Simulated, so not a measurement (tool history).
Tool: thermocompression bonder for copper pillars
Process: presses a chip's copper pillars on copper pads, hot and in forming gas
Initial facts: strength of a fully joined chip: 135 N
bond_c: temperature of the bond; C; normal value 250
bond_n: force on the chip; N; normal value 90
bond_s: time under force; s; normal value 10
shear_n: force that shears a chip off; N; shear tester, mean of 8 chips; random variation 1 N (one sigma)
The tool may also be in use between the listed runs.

{"run": 1, "hour": 0.0, "bond_c": 250, "bond_n": 90, "bond_s": 10, "shear_n": 90.2}
{"run": 2, "hour": 34.6, "bond_c": 225, "bond_n": 90, "bond_s": 10, "shear_n": 69.3}
{"run": 3, "hour": 82.4, "bond_c": 225, "bond_n": 90, "bond_s": 10, "shear_n": 68.8}
{"run": 4, "hour": 118.4, "bond_c": 250, "bond_n": 90, "bond_s": 12, "shear_n": 92.2}
{"hour": 146.1, "done": "force cell calibrated"}
{"hour": 149.0, "done": "forming gas filter changed"}
{"run": 5, "hour": 176.3, "bond_c": 250, "bond_n": 90, "bond_s": 12, "shear_n": 92.8}
{"run": 6, "hour": 212.3, "bond_c": 250, "bond_n": 56, "bond_s": 12, "shear_n": 65.4}
{"run": 7, "hour": 235.5, "bond_c": 250, "bond_n": 56, "bond_s": 23, "shear_n": 80.1}
{"hour": 261.1, "done": "heater calibrated with a thermocouple chip"}
{"run": 8, "hour": 285.2, "bond_c": 250, "bond_n": 56, "bond_s": 23, "shear_n": 79.2}
{"run": 9, "hour": 313.1, "bond_c": 250, "bond_n": 90, "bond_s": 10, "shear_n": 88.8}
{"hour": 321.3, "done": "forming gas filter changed"}
{"run": 10, "hour": 363.1, "bond_c": 250, "bond_n": 90, "bond_s": 10, "shear_n": 88.9}
{"run": 11, "hour": 389.0, "bond_c": 250, "bond_n": 90, "bond_s": 10, "shear_n": 88.2}
{"run": 12, "hour": 427.9, "bond_c": 250, "bond_n": 90, "bond_s": 10, "shear_n": 87.8}
{"run": 13, "hour": 484.8, "bond_c": 250, "bond_n": 90, "bond_s": 10, "shear_n": 88.3}
{"hour": 493.8, "done": "forming gas filter changed"}
{"run": 14, "hour": 518.8, "bond_c": 250, "bond_n": 90, "bond_s": 10, "shear_n": 89.2}
{"run": 15, "hour": 562.7, "bond_c": 250, "bond_n": 90, "bond_s": 10, "shear_n": 89.1}
{"run": 16, "hour": 617.8, "bond_c": 250, "bond_n": 99, "bond_s": 10, "shear_n": 95.4}
{"hour": 666.0, "done": "forming gas filter changed"}
{"run": 17, "hour": 667.8, "bond_c": 250, "bond_n": 99, "bond_s": 10, "shear_n": 94.8}
{"run": 18, "hour": 693.4, "bond_c": 249, "bond_n": 90, "bond_s": 10, "shear_n": 88.5}
{"run": 19, "hour": 748.7, "bond_c": 249, "bond_n": 72, "bond_s": 10, "shear_n": 74.1}
{"run": 20, "hour": 783.0, "bond_c": 249, "bond_n": 72, "bond_s": 10, "shear_n": 74.4}
{"run": 21, "hour": 823.4, "bond_c": 249, "bond_n": 55, "bond_s": 10, "shear_n": 58.1}
{"hour": 837.8, "done": "forming gas filter changed"}
{"run": 22, "hour": 854.4, "bond_c": 241, "bond_n": 90, "bond_s": 12, "shear_n": 85.5}
{"run": 23, "hour": 902.9, "bond_c": 238, "bond_n": 82, "bond_s": 14, "shear_n": 81.4}
{"run": 24, "hour": 933.9, "bond_c": 255, "bond_n": 104, "bond_s": 14, "shear_n": 107.9}
{"run": 25, "hour": 967.6, "bond_c": 250, "bond_n": 99, "bond_s": 17, "shear_n": 105.7}
{"hour": 1008.3, "done": "forming gas filter changed"}
{"run": 26, "hour": 1018.0, "bond_c": 251, "bond_n": 99, "bond_s": 17, "shear_n": 106.7}
{"run": 27, "hour": 1059.8, "bond_c": 267, "bond_n": 59, "bond_s": 10, "shear_n": 75.7}
{"run": 28, "hour": 1092.7, "bond_c": 264, "bond_n": 72, "bond_s": 10, "shear_n": 86.3}
{"run": 29, "hour": 1129.2, "bond_c": 264, "bond_n": 99, "bond_s": 13, "shear_n": 109.6}
{"hour": 1178.9, "done": "forming gas filter changed"}
{"run": 30, "hour": 1178.9, "bond_c": 241, "bond_n": 101, "bond_s": 7, "shear_n": 79.1}
{"run": 31, "hour": 1218.0, "bond_c": 241, "bond_n": 101, "bond_s": 7, "shear_n": 80.7}
{"hour": 1223.1, "done": "heater calibrated with a thermocouple chip"}
{"run": 32, "hour": 1258.5, "bond_c": 224, "bond_n": 80, "bond_s": 10, "shear_n": 60.5}
{"run": 33, "hour": 1310.5, "bond_c": 224, "bond_n": 80, "bond_s": 10, "shear_n": 59.1}
{"hour": 1354.5, "done": "forming gas filter changed"}
{"run": 34, "hour": 1354.7, "bond_c": 224, "bond_n": 80, "bond_s": 10, "shear_n": 62}
{"run": 35, "hour": 1411.3, "bond_c": 274, "bond_n": 70, "bond_s": 14, "shear_n": 98.5}
{"run": 36, "hour": 1464.3, "bond_c": 261, "bond_n": 59, "bond_s": 14, "shear_n": 77.5}
{"run": 37, "hour": 1495.6, "bond_c": 261, "bond_n": 59, "bond_s": 14, "shear_n": 78.7}
{"run": 38, "hour": 1520.6, "bond_c": 274, "bond_n": 55, "bond_s": 15, "shear_n": 85.5}
{"hour": 1524.5, "done": "forming gas filter changed"}
{"run": 39, "hour": 1560.0, "bond_c": 237, "bond_n": 95, "bond_s": 6, "shear_n": 69.8}

Branching from run 39: 4 alternative next runs. What would each branch give?
{"run": "A", "hour": 1596.2, "bond_c": 238, "bond_n": 90, "bond_s": 10, "shear_n": "?"}
{"run": "B", "hour": 1596.2, "bond_c": 251, "bond_n": 110, "bond_s": 19, "shear_n": "?"}
{"run": "C", "hour": 1596.2, "bond_c": 237, "bond_n": 95, "bond_s": 13, "shear_n": "?"}
{"run": "D", "hour": 1596.2, "bond_c": 245, "bond_n": 101, "bond_s": 10, "shear_n": "?"}

run=A shear_n=81
run=B shear_n=114.9
run=C shear_n=87.8
run=D shear_n=91.3
With no hidden state in the tool, these same runs would have given:
run=A shear_n=80.6
run=B shear_n=114.7
run=C shear_n=87.4
run=D shear_n=91

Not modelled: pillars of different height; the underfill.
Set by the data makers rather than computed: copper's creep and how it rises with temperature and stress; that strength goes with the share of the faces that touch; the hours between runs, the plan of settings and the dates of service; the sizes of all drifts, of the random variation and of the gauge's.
